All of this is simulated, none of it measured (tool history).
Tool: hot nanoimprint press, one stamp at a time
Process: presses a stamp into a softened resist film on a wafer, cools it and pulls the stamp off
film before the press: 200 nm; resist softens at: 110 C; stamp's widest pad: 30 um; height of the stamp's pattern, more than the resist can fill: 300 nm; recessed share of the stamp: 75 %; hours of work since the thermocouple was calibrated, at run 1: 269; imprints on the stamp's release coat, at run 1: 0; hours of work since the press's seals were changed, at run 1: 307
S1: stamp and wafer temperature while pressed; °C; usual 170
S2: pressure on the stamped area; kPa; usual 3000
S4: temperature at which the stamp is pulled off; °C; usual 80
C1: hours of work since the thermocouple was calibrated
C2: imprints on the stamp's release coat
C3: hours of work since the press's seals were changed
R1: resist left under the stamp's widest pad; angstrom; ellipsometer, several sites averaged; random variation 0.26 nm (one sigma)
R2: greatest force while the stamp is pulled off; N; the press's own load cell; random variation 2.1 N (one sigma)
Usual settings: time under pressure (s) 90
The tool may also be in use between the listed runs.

Run 1, hour 0: usual settings; C1 269; C2 0; C3 307. Result: R1 817 angstrom, R2 148 N.
Run 2, hour 26.8: usual settings; C1 290; C2 80; C3 328. Result: R1 806 angstrom, R2 147 N.
Run 3, hour 45.5: usual settings; C1 304; C2 136; C3 343. Result: R1 809 angstrom, R2 146 N.
Run 4, hour 66.9: usual settings; C1 321; C2 201; C3 359. Result: R1 809 angstrom, R2 147 N.
Run 5, hour 94: usual settings; C1 342; C2 282; C3 380. Result: R1 810 angstrom, R2 140 N.
Run 6, hour 127.8: usual settings but S2 2090 kPa, S4 84 °C; C1 368; C2 383; C3 407. Result: R1 976 angstrom, R2 146 N.
Run 7, hour 144: usual settings but S2 2090 kPa, S4 84 °C; C1 381; C2 432; C3 419. Result: R1 969 angstrom, R2 144 N.
Run 8, hour 162: usual settings but time under pressure (s) 77, S4 71 °C; C1 395; C2 486; C3 433. Result: R1 855 angstrom, R2 154 N.
Run 9, hour 198.9: usual settings but S2 4150 kPa, time under pressure (s) 63; C1 423; C2 596; C3 462. Result: R1 773 angstrom, R2 147 N.
Run 10, hour 223.9: usual settings but S2 1960 kPa, time under pressure (s) 63; C1 443; C2 671; C3 481. Result: R1 1129 angstrom, R2 145 N.

3 ways to go on from here, each from the tool as it stands after run 10. What would each give?
Run A, hour 251.9: usual settings but S2 1960 kPa, time under pressure (s) 132; C1 464; C2 756; C3 503. Result: R1 ?, R2 ?.
Run B, hour 251.9: usual settings but time under pressure (s) 81; C1 464; C2 756; C3 503. Result: R1 ?, R2 ?.
Run C, hour 251.9: usual settings but S2 4690 kPa, time under pressure (s) 48; C1 464; C2 756; C3 503. Result: R1 ?, R2 ?.

run   R1   R2
  A  885  149
  B  840  149
  C  803  146
Without the tool's hidden state the same runs would have given:
run   R1   R2
  A  886  149
  B  841  148
  C  803  145
